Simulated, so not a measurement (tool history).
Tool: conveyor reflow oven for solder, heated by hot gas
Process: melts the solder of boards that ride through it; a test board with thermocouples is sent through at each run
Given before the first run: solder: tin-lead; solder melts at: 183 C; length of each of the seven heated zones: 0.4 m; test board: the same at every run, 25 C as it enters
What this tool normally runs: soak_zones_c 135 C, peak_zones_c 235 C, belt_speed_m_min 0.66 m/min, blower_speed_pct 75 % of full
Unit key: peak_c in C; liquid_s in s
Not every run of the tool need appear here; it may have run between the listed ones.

run,day,soak_zones_c,peak_zones_c,belt_speed_m_min,blower_speed_pct,peak_c,liquid_s
1,0,135,235,0.66,75,225.4,60
2,1.183,135,235,0.66,75,225.6,59.6
3,2.975,135,235,0.66,75,224.9,59.5
4,4.842,135,235,0.657,75,225.1,60.2
5,5.933,136,235,0.66,75,224.9,60.3
6,7.483,136,235,0.66,75,225,60.3
7,8.358,136,235,0.66,75,224.9,59.9
8,10.421,136,235,0.66,75,224.8,59.9
9,12.392,136,235,0.66,75,224.4,60.2
10,13.871,145,243,0.628,79,234.8,71.6
# day 14.146: thermocouples of zones 6 and 7 changed
11,15.054,132,226,0.778,88,211.3,41.5
12,16.604,132,226,0.778,88,210.7,41
13,17.596,132,226,0.778,88,210.8,41.1
14,18.933,132,226,0.693,84,213.5,49
15,19.858,132,226,0.693,84,213.1,48.6

Forecast each of these 3 alternatives for the next run:
A,21.108,149,235,0.66,75,?,?
B,21.108,132,227,0.616,84,?,?
C,21.108,135,235,0.66,83,?,?

run,peak_c,liquid_s
A,223.5,63.9
B,217,59.1
C,222.9,58.7
The same runs, with their run-to-run variation unchanged, on a tool lacking any hidden condition would have given:
run,peak_c,liquid_s
A,225.5,64.3
B,219.1,60.6
C,225.3,59.7
